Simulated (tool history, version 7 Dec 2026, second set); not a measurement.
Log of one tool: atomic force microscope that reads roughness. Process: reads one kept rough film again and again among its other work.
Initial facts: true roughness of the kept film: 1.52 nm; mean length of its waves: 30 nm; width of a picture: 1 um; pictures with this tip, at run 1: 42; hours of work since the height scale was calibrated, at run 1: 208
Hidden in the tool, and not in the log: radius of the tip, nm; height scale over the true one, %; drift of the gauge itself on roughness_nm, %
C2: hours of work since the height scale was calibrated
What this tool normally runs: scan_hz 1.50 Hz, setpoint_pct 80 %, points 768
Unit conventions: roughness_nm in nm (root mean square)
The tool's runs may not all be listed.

{"run": 1, "hour": 0.0, "scan_hz": 1.5, "setpoint_pct": 80, "points": 768, "pictures with this tip": 42, "C2": 208, "roughness_nm": 1.197}
{"run": 2, "hour": 17.8, "scan_hz": 1.5, "setpoint_pct": 80, "points": 768, "pictures with this tip": 70, "C2": 217, "roughness_nm": 1.173}
{"run": 3, "hour": 33.1, "scan_hz": 1.5, "setpoint_pct": 80, "points": 768, "pictures with this tip": 95, "C2": 224, "roughness_nm": 1.142}
{"run": 4, "hour": 49.5, "scan_hz": 1.5, "setpoint_pct": 72, "points": 768, "pictures with this tip": 121, "C2": 232, "roughness_nm": 1.163}
{"run": 5, "hour": 65.0, "scan_hz": 1.5, "setpoint_pct": 72, "points": 364, "pictures with this tip": 145, "C2": 239, "roughness_nm": 1.137}
{"run": 6, "hour": 84.3, "scan_hz": 1.5, "setpoint_pct": 72, "points": 364, "pictures with this tip": 176, "C2": 248, "roughness_nm": 1.111}
{"run": 7, "hour": 104.4, "scan_hz": 1.5, "setpoint_pct": 72, "points": 364, "pictures with this tip": 208, "C2": 258, "roughness_nm": 1.066}
{"run": 8, "hour": 116.0, "scan_hz": 1.5, "setpoint_pct": 80, "points": 326, "pictures with this tip": 226, "C2": 263, "roughness_nm": 1.025}
{"run": 9, "hour": 134.0, "scan_hz": 1.5, "setpoint_pct": 80, "points": 326, "pictures with this tip": 255, "C2": 272, "roughness_nm": 0.997}
{"hour": 136.0, "done": "height scale calibrated on a step standard"}
{"hour": 144.5, "done": "new tip fitted"}
{"run": 10, "hour": 149.5, "scan_hz": 1.5, "setpoint_pct": 80, "points": 1008, "pictures with this tip": 8, "C2": 6, "roughness_nm": 1.232}
{"run": 11, "hour": 169.1, "scan_hz": 1.5, "setpoint_pct": 80, "points": 1008, "pictures with this tip": 39, "C2": 15, "roughness_nm": 1.196}
{"run": 12, "hour": 179.8, "scan_hz": 1.5, "setpoint_pct": 80, "points": 1008, "pictures with this tip": 56, "C2": 20, "roughness_nm": 1.178}
{"run": 13, "hour": 194.7, "scan_hz": 2.37, "setpoint_pct": 80, "points": 364, "pictures with this tip": 79, "C2": 28, "roughness_nm": 1.076}
{"run": 14, "hour": 208.9, "scan_hz": 1.85, "setpoint_pct": 65, "points": 444, "pictures with this tip": 102, "C2": 34, "roughness_nm": 1.203}
{"hour": 219.3, "done": "height scale calibrated on a step standard, once more"}
{"run": 15, "hour": 227.8, "scan_hz": 1.85, "setpoint_pct": 65, "points": 444, "pictures with this tip": 130, "C2": 4, "roughness_nm": 1.181}
{"run": 16, "hour": 242.8, "scan_hz": 1.85, "setpoint_pct": 65, "points": 444, "pictures with this tip": 154, "C2": 11, "roughness_nm": 1.155}
{"run": 17, "hour": 261.4, "scan_hz": 3.58, "setpoint_pct": 80, "points": 768, "pictures with this tip": 183, "C2": 20, "roughness_nm": 0.915}
{"run": 18, "hour": 278.1, "scan_hz": 0.69, "setpoint_pct": 71, "points": 654, "pictures with this tip": 210, "C2": 28, "roughness_nm": 1.136}
{"run": 19, "hour": 286.5, "scan_hz": 2.05, "setpoint_pct": 70, "points": 654, "pictures with this tip": 223, "C2": 32, "roughness_nm": 1.066}
{"run": 20, "hour": 296.4, "scan_hz": 2.23, "setpoint_pct": 71, "points": 280, "pictures with this tip": 239, "C2": 36, "roughness_nm": 1.018}
{"run": 21, "hour": 305.9, "scan_hz": 2.27, "setpoint_pct": 57, "points": 768, "pictures with this tip": 254, "C2": 41, "roughness_nm": 1.087}

Forecast each of these 5 alternatives for the next run:
{"hour": 314.5, "done": "new tip fitted"}
{"run": "A", "hour": 324.5, "scan_hz": 2.95, "setpoint_pct": 64, "points": 964, "pictures with this tip": 16, "C2": 50, "roughness_nm": "?"}
{"hour": 314.5, "done": "new tip fitted"}
{"run": "B", "hour": 324.5, "scan_hz": 3.79, "setpoint_pct": 57, "points": 333, "pictures with this tip": 16, "C2": 50, "roughness_nm": "?"}
{"hour": 314.5, "done": "new tip fitted"}
{"run": "C", "hour": 324.5, "scan_hz": 0.95, "setpoint_pct": 57, "points": 768, "pictures with this tip": 16, "C2": 50, "roughness_nm": "?"}
{"hour": 314.5, "done": "new tip fitted"}
{"run": "D", "hour": 324.5, "scan_hz": 0.7, "setpoint_pct": 80, "points": 333, "pictures with this tip": 16, "C2": 50, "roughness_nm": "?"}
{"hour": 314.5, "done": "new tip fitted"}
{"run": "E", "hour": 324.5, "scan_hz": 1.5, "setpoint_pct": 80, "points": 751, "pictures with this tip": 16, "C2": 50, "roughness_nm": "?"}

run=A roughness_nm=1.257
run=B roughness_nm=1.279
run=C roughness_nm=1.370
run=D roughness_nm=1.313
run=E roughness_nm=1.237
With no hidden state in the tool, these same runs would have given:
run=A roughness_nm=1.276
run=B roughness_nm=1.299
run=C roughness_nm=1.390
run=D roughness_nm=1.333
run=E roughness_nm=1.256
